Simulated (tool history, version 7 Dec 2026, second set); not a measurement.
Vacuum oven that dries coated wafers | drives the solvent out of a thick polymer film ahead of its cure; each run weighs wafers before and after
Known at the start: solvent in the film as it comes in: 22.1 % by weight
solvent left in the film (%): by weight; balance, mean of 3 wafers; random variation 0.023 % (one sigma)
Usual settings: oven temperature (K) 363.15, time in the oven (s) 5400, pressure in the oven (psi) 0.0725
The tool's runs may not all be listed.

run	hour	oven temperature (K)	time in the oven (s)	pressure in the oven (psi)	solvent left in the film (%)
1	0	363.15	5400	0.0725	1.73
2	12.2	363.15	5400	0.0725	1.76
3	19.1	363.15	5400	0.0725	1.76
4	28.2	363.15	5400	0.0725	1.77
5	42.1	363.15	5400	0.0725	1.78
6	54.1	363.15	5400	0.0725	1.74
7	61.2	363.15	5400	0.0364	1.69
8	67.6	363.15	5400	0.0364	1.65
9	81.6	363.15	5400	0.0725	1.72
10	89.3	363.15	4500	0.0725	2.46
# hour 96.9: oven's thermocouples calibrated
11	107.1	372.15	5400	0.0725	0.43
12	120.4	372.15	5400	0.0725	0.45
13	134.3	363.15	5400	0.0725	1.57
14	144.1	363.15	6840	0.0725	0.97
15	158.8	363.15	5400	0.0725	1.56
16	166.7	363.15	5400	0.0725	1.55
17	178.2	363.15	5400	0.0725	1.54
# hour 190: oven's thermocouples calibrated, once more
18	191.2	363.15	5400	0.0725	2.21
19	205.6	363.15	5400	0.0725	2.19
20	219.7	363.15	5400	0.0725	2.23
21	226.2	363.15	5400	0.0725	2.22
22	234.7	363.15	5400	0.0725	2.19
23	244.6	363.15	7560	0.0725	1.14
24	253.6	353.15	7560	0.1004	3.77
25	267.4	353.15	7560	0.1004	3.79
26	275.3	375.15	7260	0.0747	0.31
27	289.2	375.15	5460	0.1507	0.64
28	303.4	375.15	4980	0.0406	0.5
29	311.4	366.15	3720	0.0725	3.14
30	322.6	366.15	3720	0.0725	3.07
31	336.5	364.15	9600	0.1627	0.97
32	345.4	375.15	4380	0.0982	0.86
33	352.5	363.15	6600	0.0725	1.45
34	359	363.15	2880	0.0541	5.63
35	370.2	373.15	9540	0.2387	0.76
36	378.1	363.15	5220	0.1739	2.72
37	385.8	365.15	6420	0.0725	1.22
38	397.8	365.15	6420	0.0725	1.22
39	411.1	363.15	5280	0.0725	2.25
40	422.4	378.15	7320	0.1656	0.44
41	429.3	363.15	8700	0.0557	0.75
42	441.4	363.15	8700	0.0557	0.82
43	457.1	363.15	8880	0.0725	0.82
44	472.9	363.15	6660	0.1201	1.64
45	482.4	376.15	4500	0.1376	0.76
46	493.2	376.15	4500	0.1376	0.73

Hidden state or all else? Some run-to-run changes of solvent left in the film (%), split into what the settings, what came in and random variation would give without the hidden state, and what is left for the hidden state (with any gauge scatter that isn't in both results):
The hidden state here: true wafer temperature over the reading, C; true pressure over the reading, kPa; drift of the gauge itself on solvent_pct, %.
Run 10 -> 11: oven temperature (K) 363.15 -> 372.15, time in the oven (s) 4500 -> 5400, oven's thermocouples calibrated. solvent left in the film (%) -2.03: hidden state +0.24, all else -2.27.
Run 12 -> 13: oven temperature (K) 372.15 -> 363.15. solvent left in the film (%) +1.12: hidden state -0.34, all else +1.46.
Run 17 -> 18: oven's thermocouples calibrated, once more. solvent left in the film (%) +0.67: hidden state +0.65, all else +0.02.
Run 25 -> 26: oven temperature (K) 353.15 -> 375.15, time in the oven (s) 7560 -> 7260, pressure in the oven (psi) 0.1004 -> 0.0747. solvent left in the film (%) -3.48: hidden state -0.18, all else -3.3.
Run 33 -> 34: time in the oven (s) 6600 -> 2880, pressure in the oven (psi) 0.0725 -> 0.0541. solvent left in the film (%) +4.18: hidden state +0.05, all else +4.13.
Run 34 -> 35: oven temperature (K) 363.15 -> 373.15, time in the oven (s) 2880 -> 9540, pressure in the oven (psi) 0.0541 -> 0.2387. solvent left in the film (%) -4.87: hidden state -0.12, all else -4.75.

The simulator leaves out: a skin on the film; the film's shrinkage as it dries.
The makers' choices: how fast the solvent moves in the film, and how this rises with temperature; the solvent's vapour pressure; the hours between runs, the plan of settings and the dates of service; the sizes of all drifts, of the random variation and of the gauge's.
